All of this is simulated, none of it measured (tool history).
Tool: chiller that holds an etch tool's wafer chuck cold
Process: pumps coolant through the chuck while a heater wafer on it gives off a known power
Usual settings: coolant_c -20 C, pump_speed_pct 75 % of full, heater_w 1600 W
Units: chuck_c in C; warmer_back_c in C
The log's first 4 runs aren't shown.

run	day	coolant_c	pump_speed_pct	heater_w	hours since the coolant was changed and the channels were flushed	hours since the pump was overhauled	hours since the chiller's thermometer was calibrated	chuck_c	warmer_back_c
5	4.846	-20	75	1600	4447	679	5330	-7.95	7.03
6	6.088	-20	75	1600	4477	709	5360	-8.13	7.06
7	7.133	-20	75	1600	4502	734	5385	-7.92	7.05
# day 8.462: chiller's thermometer calibrated
8	8.596	-20	75	1600	4536	768	3	-7.97	7.10
9	10.762	-20	75	924	4588	820	55	-13.06	4.05
10	12.062	-20	75	1600	4619	851	86	-7.94	7.05
11	13.571	-20	75	1600	4655	887	123	-8.05	7.05
12	15.092	-20	75	1600	4692	924	159	-7.84	7.11
13	16.871	-20	88	1600	4735	966	202	-9.25	6.06
14	18.392	-20	88	1600	4771	1003	238	-9.19	5.94
15	20.392	-20	88	1600	4819	1051	286	-9.34	6.05
16	21.496	-20	88	1600	4846	1077	313	-9.38	6.05
17	23.479	-20	88	1600	4893	1125	360	-9.40	6.07
18	25.621	-11	67	1669	4945	1176	412	2.60	8.32
19	26.538	-11	67	1669	4967	1198	434	2.60	8.25
20	27.958	-20	81	1600	5001	1232	468	-8.64	6.58
21	30.000	-20	69	1600	5050	1281	517	-7.22	7.60
22	30.929	-29	95	2092	5072	1304	539	-15.63	7.32
23	32.788	-11	95	1637	5117	1348	584	-0.62	5.77

The next listed run, before its measurement:
24	34.438	-25	89	1627	5156	1388	623	?	?

Run 24 gave chuck_c -14.06 C, warmer_back_c 6.05 C.
Without the tool's hidden state the same run would have given chuck_c -14.07 C, warmer_back_c 6.05 C.
